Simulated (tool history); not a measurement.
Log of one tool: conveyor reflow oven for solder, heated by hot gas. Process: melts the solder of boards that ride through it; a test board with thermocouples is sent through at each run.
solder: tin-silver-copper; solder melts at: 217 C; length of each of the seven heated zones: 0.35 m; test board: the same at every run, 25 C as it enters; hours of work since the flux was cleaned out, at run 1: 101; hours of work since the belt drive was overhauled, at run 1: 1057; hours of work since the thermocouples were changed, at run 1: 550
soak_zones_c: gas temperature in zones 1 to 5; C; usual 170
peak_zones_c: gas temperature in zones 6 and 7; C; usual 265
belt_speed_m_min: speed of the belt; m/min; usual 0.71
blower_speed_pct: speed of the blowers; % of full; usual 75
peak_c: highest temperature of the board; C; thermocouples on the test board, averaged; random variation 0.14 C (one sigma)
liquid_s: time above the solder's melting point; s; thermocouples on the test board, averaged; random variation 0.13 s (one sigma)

run   hour  soak_zones_c  peak_zones_c  belt_speed_m_min  blower_speed_pct  hours of work since the flux was cleaned out  hours of work since the belt drive was overhauled  hours of work since the thermocouples were changed  peak_c  liquid_s
  1      0           170           265              0.71                75                                           101                                               1057                                                 550   245.7      38.2
  2     36           170           265              0.71                75                                           118                                               1075                                                 567   245.3      38.2
  3   98.3           170           265              0.71                75                                           148                                               1105                                                 597   245.1      37.9
  4    133           170           265              0.71                75                                           164                                               1121                                                 614   244.9      37.7
     157.4  -- belt drive overhauled, speed set with a stopwatch
  5  196.2           170           265              0.71                75                                           193                                                 19                                                 642   243.9      36.7
  6  226.2           170           254              0.71                75                                           207                                                 33                                                 656   234.9      28.8
     240.8  -- flux residue cleaned out of gas plates and filters
  7  300.8           170           265              0.71                88                                            29                                                 66                                                 690   246.3      38.7
     343.9  -- flux residue cleaned out of gas plates and filters, once more
  8  364.1           170           265              0.71                88                                            10                                                 94                                                 718   250.2      41.8
  9  422.2           169           265              0.71                75                                            38                                                122                                                 745   246.3      38.1
 10    465           157           279             0.812                64                                            58                                                143                                                 766     244      27.7
 11  510.3           170           268             0.814                52                                            80                                                164                                                 788     233      20.4
     527.5  -- thermocouples of zones 6 and 7 changed
 12  576.8           170           278             0.584                75                                           111                                                195                                                  24   261.7      58.1
 13  642.9           170           277             0.632                75                                           142                                                227                                                  55   257.9      51.4
 14  708.7           170           277             0.632                75                                           174                                                258                                                  87   257.5        51
 15  745.4           179           277             0.631                75                                           191                                                276                                                 104   259.4      54.9
     791.5  -- flux residue cleaned out of gas plates and filters
 16  792.5           169           265              0.71                75                                             0                                                296                                                 125   245.1      37.2
 17  846.8           169           265              0.71                75                                            27                                                322                                                 151   244.8      37.4
 18  918.1           170           265             0.649                59                                            61                                                356                                                 185   242.9      38.8

4 ways to go on from here, each from the tool as it stands after run 18. What would each give?
  A  972.4           158           273             0.649                81                                            87                                                382                                                 211       ?         ?
  B  972.4           175           265             0.699                65                                            87                                                382                                                 211       ?         ?
  C  972.4           170           262              0.58                75                                            87                                                382                                                 211       ?         ?
  D  972.4           183           259             0.622                75                                            87                                                382                                                 211       ?         ?

run  peak_c  liquid_s
  A   253.6      44.7
  B   243.3      37.6
  C   248.7      51.1
  D     246      49.6
Without the tool's hidden state the same runs would have given:
run  peak_c  liquid_s
  A   254.4      45.3
  B   243.9      38.2
  C   249.1      51.5
  D   246.3        50
